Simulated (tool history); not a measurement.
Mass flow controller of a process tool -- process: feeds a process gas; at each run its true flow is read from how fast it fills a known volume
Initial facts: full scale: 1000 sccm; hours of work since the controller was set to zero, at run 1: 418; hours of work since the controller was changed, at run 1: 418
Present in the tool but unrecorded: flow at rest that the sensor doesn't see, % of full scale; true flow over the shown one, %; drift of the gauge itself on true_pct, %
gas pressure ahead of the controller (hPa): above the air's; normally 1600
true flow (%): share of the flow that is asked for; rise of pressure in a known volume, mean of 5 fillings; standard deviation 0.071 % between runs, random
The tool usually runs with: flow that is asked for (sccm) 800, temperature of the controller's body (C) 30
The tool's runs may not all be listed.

run	hour	flow that is asked for (sccm)	gas pressure ahead of the controller (hPa)	temperature of the controller's body (C)	hours of work since the controller was set to zero	hours of work since the controller was changed	true flow (%)
1	0.0	800	1600	30	418	418	99.51
2	110.1	800	1600	30	482	482	99.47
3	218.8	800	1600	30	545	545	99.71
4	329.5	800	1600	30	609	609	99.74
5	418.7	800	1600	30	660	660	99.85
6	507.3	800	2150	30	711	711	100.11
7	611.3	800	2150	30	771	771	100.17
8	686.7	800	2150	30	815	815	100.17
9	819.1	800	2150	30	891	891	100.43

Run 10 has not been measured yet. What should we expect?
10	932.5	800	2150	30	956	956	?

{"run 10": {"true flow (%)": 100.46}}
With the hidden condition absent and the run-to-run variation left alone, this run would have shown true flow (%) 99.79.
